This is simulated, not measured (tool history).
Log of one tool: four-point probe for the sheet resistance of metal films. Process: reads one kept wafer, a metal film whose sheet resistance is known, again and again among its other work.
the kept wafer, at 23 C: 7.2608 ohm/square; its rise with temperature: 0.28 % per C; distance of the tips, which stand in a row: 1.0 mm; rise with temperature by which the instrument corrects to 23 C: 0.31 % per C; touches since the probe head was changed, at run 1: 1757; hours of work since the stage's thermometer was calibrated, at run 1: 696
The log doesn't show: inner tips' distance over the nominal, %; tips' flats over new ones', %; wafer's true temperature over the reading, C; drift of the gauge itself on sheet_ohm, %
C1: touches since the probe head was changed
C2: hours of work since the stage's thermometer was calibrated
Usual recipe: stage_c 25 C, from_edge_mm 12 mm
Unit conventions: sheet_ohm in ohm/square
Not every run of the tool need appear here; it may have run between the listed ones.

{"run": 1, "hour": 0.0, "stage_c": 25, "from_edge_mm": 12, "C1": 1757, "C2": 696, "sheet_ohm": 7.302287}
{"run": 2, "hour": 49.5, "stage_c": 25, "from_edge_mm": 6, "C1": 2701, "C2": 734, "sheet_ohm": 7.378609}
{"run": 3, "hour": 90.8, "stage_c": 25, "from_edge_mm": 6, "C1": 3487, "C2": 765, "sheet_ohm": 7.379987}
{"run": 4, "hour": 165.0, "stage_c": 25, "from_edge_mm": 6, "C1": 4902, "C2": 822, "sheet_ohm": 7.379255}
{"run": 5, "hour": 241.4, "stage_c": 19, "from_edge_mm": 12, "C1": 6358, "C2": 880, "sheet_ohm": 7.310972}
{"run": 6, "hour": 293.7, "stage_c": 25, "from_edge_mm": 12, "C1": 7355, "C2": 920, "sheet_ohm": 7.303373}
{"run": 7, "hour": 361.8, "stage_c": 19, "from_edge_mm": 12, "C1": 8652, "C2": 972, "sheet_ohm": 7.313547}
{"run": 8, "hour": 439.9, "stage_c": 25, "from_edge_mm": 23, "C1": 10141, "C2": 1032, "sheet_ohm": 7.284499}
{"run": 9, "hour": 481.8, "stage_c": 25, "from_edge_mm": 12, "C1": 10940, "C2": 1064, "sheet_ohm": 7.303876}
{"run": 10, "hour": 518.5, "stage_c": 25, "from_edge_mm": 42, "C1": 11640, "C2": 1092, "sheet_ohm": 7.282204}
{"run": 11, "hour": 550.4, "stage_c": 18, "from_edge_mm": 12, "C1": 12247, "C2": 1116, "sheet_ohm": 7.316135}
{"run": 12, "hour": 607.8, "stage_c": 18, "from_edge_mm": 12, "C1": 13342, "C2": 1160, "sheet_ohm": 7.317257}
{"run": 13, "hour": 654.2, "stage_c": 25, "from_edge_mm": 19, "C1": 14226, "C2": 1196, "sheet_ohm": 7.2936}
{"run": 14, "hour": 708.7, "stage_c": 25, "from_edge_mm": 19, "C1": 15264, "C2": 1237, "sheet_ohm": 7.293424}
{"run": 15, "hour": 751.0, "stage_c": 25, "from_edge_mm": 19, "C1": 16071, "C2": 1270, "sheet_ohm": 7.293871}
{"run": 16, "hour": 789.1, "stage_c": 25, "from_edge_mm": 19, "C1": 16798, "C2": 1299, "sheet_ohm": 7.289957}
{"run": 17, "hour": 860.8, "stage_c": 22, "from_edge_mm": 19, "C1": 18164, "C2": 1353, "sheet_ohm": 7.297285}
{"run": 18, "hour": 923.0, "stage_c": 22, "from_edge_mm": 19, "C1": 19351, "C2": 1401, "sheet_ohm": 7.29975}
{"run": 19, "hour": 982.4, "stage_c": 25, "from_edge_mm": 12, "C1": 20482, "C2": 1446, "sheet_ohm": 7.31061}
{"hour": 1007.0, "done": "stage's thermometer calibrated"}
{"run": 20, "hour": 1029.4, "stage_c": 25, "from_edge_mm": 12, "C1": 21369, "C2": 17, "sheet_ohm": 7.309982}
{"run": 21, "hour": 1074.4, "stage_c": 25, "from_edge_mm": 12, "C1": 22226, "C2": 52, "sheet_ohm": 7.308302}
{"run": 22, "hour": 1153.6, "stage_c": 25, "from_edge_mm": 12, "C1": 23735, "C2": 112, "sheet_ohm": 7.30824}
{"run": 23, "hour": 1198.6, "stage_c": 24, "from_edge_mm": 41, "C1": 24593, "C2": 146, "sheet_ohm": 7.285528}
{"run": 24, "hour": 1240.7, "stage_c": 24, "from_edge_mm": 15, "C1": 25397, "C2": 179, "sheet_ohm": 7.302487}
{"run": 25, "hour": 1307.8, "stage_c": 26, "from_edge_mm": 11, "C1": 26675, "C2": 230, "sheet_ohm": 7.314069}
{"run": 26, "hour": 1345.0, "stage_c": 18, "from_edge_mm": 12, "C1": 27384, "C2": 258, "sheet_ohm": 7.321518}
{"run": 27, "hour": 1393.0, "stage_c": 28, "from_edge_mm": 11, "C1": 28298, "C2": 295, "sheet_ohm": 7.311176}
{"run": 28, "hour": 1426.5, "stage_c": 29, "from_edge_mm": 6, "C1": 28938, "C2": 320, "sheet_ohm": 7.383532}
{"run": 29, "hour": 1495.3, "stage_c": 29, "from_edge_mm": 6, "C1": 30249, "C2": 373, "sheet_ohm": 7.388704}
{"run": 30, "hour": 1550.7, "stage_c": 29, "from_edge_mm": 3, "C1": 31305, "C2": 415, "sheet_ohm": 7.691761}
{"run": 31, "hour": 1621.6, "stage_c": 29, "from_edge_mm": 3, "C1": 32656, "C2": 469, "sheet_ohm": 7.69136}
{"run": 32, "hour": 1665.0, "stage_c": 28, "from_edge_mm": 3, "C1": 33483, "C2": 502, "sheet_ohm": 7.692492}
{"run": 33, "hour": 1723.0, "stage_c": 24, "from_edge_mm": 70, "C1": 34589, "C2": 547, "sheet_ohm": 7.291966}
{"run": 34, "hour": 1779.5, "stage_c": 25, "from_edge_mm": 5, "C1": 35665, "C2": 590, "sheet_ohm": 7.444393}
{"run": 35, "hour": 1825.3, "stage_c": 25, "from_edge_mm": 5, "C1": 36538, "C2": 625, "sheet_ohm": 7.444799}
{"run": 36, "hour": 1889.3, "stage_c": 25, "from_edge_mm": 5, "C1": 37759, "C2": 674, "sheet_ohm": 7.447442}
{"run": 37, "hour": 1945.9, "stage_c": 25, "from_edge_mm": 5, "C1": 38838, "C2": 717, "sheet_ohm": 7.448421}
{"run": 38, "hour": 1998.6, "stage_c": 25, "from_edge_mm": 5, "C1": 39843, "C2": 757, "sheet_ohm": 7.449546}
{"run": 39, "hour": 2038.3, "stage_c": 25, "from_edge_mm": 18, "C1": 40598, "C2": 788, "sheet_ohm": 7.305992}
{"run": 40, "hour": 2102.8, "stage_c": 25, "from_edge_mm": 22, "C1": 41828, "C2": 837, "sheet_ohm": 7.300689}
{"run": 41, "hour": 2153.6, "stage_c": 26, "from_edge_mm": 45, "C1": 42796, "C2": 876, "sheet_ohm": 7.295041}
{"run": 42, "hour": 2215.7, "stage_c": 26, "from_edge_mm": 45, "C1": 43979, "C2": 923, "sheet_ohm": 7.294637}
{"run": 43, "hour": 2273.8, "stage_c": 18, "from_edge_mm": 9, "C1": 45087, "C2": 967, "sheet_ohm": 7.355243}
{"run": 44, "hour": 2311.0, "stage_c": 31, "from_edge_mm": 52, "C1": 45797, "C2": 996, "sheet_ohm": 7.288527}

Selected run-to-run steps in sheet_ohm, each split into two signed amounts: the part the tool would show with no hidden state at all (from settings, incoming material and random variation), and the remainder, which goes to the hidden state together with any gauge scatter not common to the measured and the hidden-state-free results:
Run 19 -> 20: stage's thermometer calibrated. sheet_ohm -0.000628 ohm/square: hidden state -0.002559, all else +0.001931.
Run 29 -> 30: from_edge_mm 6 -> 3. sheet_ohm +0.303057 ohm/square: hidden state +0.001812, all else +0.301245.
Run 32 -> 33: stage_c 28 -> 24, from_edge_mm 3 -> 70. sheet_ohm -0.400526 ohm/square: hidden state -0.000865, all else -0.399661.
Run 33 -> 34: stage_c 24 -> 25, from_edge_mm 70 -> 5. sheet_ohm +0.152427 ohm/square: hidden state +0.001284, all else +0.151143.

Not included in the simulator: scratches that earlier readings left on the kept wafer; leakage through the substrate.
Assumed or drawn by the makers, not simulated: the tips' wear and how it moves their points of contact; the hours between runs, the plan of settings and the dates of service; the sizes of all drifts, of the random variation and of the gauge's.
